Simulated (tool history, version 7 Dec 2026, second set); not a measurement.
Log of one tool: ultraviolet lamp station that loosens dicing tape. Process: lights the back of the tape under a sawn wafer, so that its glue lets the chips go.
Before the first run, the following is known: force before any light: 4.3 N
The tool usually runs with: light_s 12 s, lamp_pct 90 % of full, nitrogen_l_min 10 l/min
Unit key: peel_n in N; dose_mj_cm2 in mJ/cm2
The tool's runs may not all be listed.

Run 1, hour 0: usual settings. Result: peel_n 0.434 N, dose_mj_cm2 419 mJ/cm2.
Run 2, hour 9.6: usual settings. Result: peel_n 0.426 N, dose_mj_cm2 418 mJ/cm2.
Run 3, hour 14.6: usual settings. Result: peel_n 0.425 N, dose_mj_cm2 417 mJ/cm2.
Run 4, hour 19.5: usual settings. Result: peel_n 0.445 N, dose_mj_cm2 413 mJ/cm2.
Run 5, hour 28.5: usual settings but nitrogen_l_min 17 l/min. Result: peel_n 0.375 N, dose_mj_cm2 415 mJ/cm2.
Run 6, hour 38.3: usual settings but nitrogen_l_min 6 l/min. Result: peel_n 0.526 N, dose_mj_cm2 420 mJ/cm2.
Run 7, hour 49.4: usual settings but nitrogen_l_min 6 l/min. Result: peel_n 0.528 N, dose_mj_cm2 413 mJ/cm2.
Run 8, hour 55.4: usual settings but nitrogen_l_min 6 l/min. Result: peel_n 0.526 N, dose_mj_cm2 425 mJ/cm2.
Run 9, hour 66.9: usual settings but nitrogen_l_min 6 l/min. Result: peel_n 0.507 N, dose_mj_cm2 422 mJ/cm2.
Run 10, hour 74.5: usual settings but nitrogen_l_min 6 l/min. Result: peel_n 0.512 N, dose_mj_cm2 417 mJ/cm2.
Run 11, hour 83.9: usual settings but nitrogen_l_min 6 l/min. Result: peel_n 0.532 N, dose_mj_cm2 417 mJ/cm2.
Run 12, hour 88.8: usual settings but nitrogen_l_min 6 l/min. Result: peel_n 0.522 N, dose_mj_cm2 422 mJ/cm2.
Run 13, hour 96.3: usual settings but lamp_pct 64 % of full. Result: peel_n 0.761 N, dose_mj_cm2 301 mJ/cm2.
Run 14, hour 101.8: usual settings but lamp_pct 64 % of full. Result: peel_n 0.741 N, dose_mj_cm2 297 mJ/cm2.
Run 15, hour 107.9: usual settings but lamp_pct 64 % of full. Result: peel_n 0.736 N, dose_mj_cm2 298 mJ/cm2.
Run 16, hour 118.9: usual settings but lamp_pct 64 % of full. Result: peel_n 0.75 N, dose_mj_cm2 297 mJ/cm2.
Run 17, hour 130.4: usual settings but lamp_pct 64 % of full. Result: peel_n 0.771 N, dose_mj_cm2 300 mJ/cm2.
Run 18, hour 138: usual settings but lamp_pct 64 % of full. Result: peel_n 0.771 N, dose_mj_cm2 293 mJ/cm2.
Run 19, hour 144.4: usual settings but lamp_pct 64 % of full. Result: peel_n 0.76 N, dose_mj_cm2 295 mJ/cm2.
Run 20, hour 151.9: usual settings but lamp_pct 64 % of full. Result: peel_n 0.772 N, dose_mj_cm2 297 mJ/cm2.
Run 21, hour 163.5: usual settings but lamp_pct 64 % of full. Result: peel_n 0.777 N, dose_mj_cm2 298 mJ/cm2.

Expected results for the next run?
Run 22, hour 170.6: usual settings. Result: peel_n ?, dose_mj_cm2 ?.

{"run 22": {"peel_n": 0.44, "dose_mj_cm2": 420}}
Had the tool carried no hidden state, the very same run would have given peel_n 0.436 N, dose_mj_cm2 423 mJ/cm2.

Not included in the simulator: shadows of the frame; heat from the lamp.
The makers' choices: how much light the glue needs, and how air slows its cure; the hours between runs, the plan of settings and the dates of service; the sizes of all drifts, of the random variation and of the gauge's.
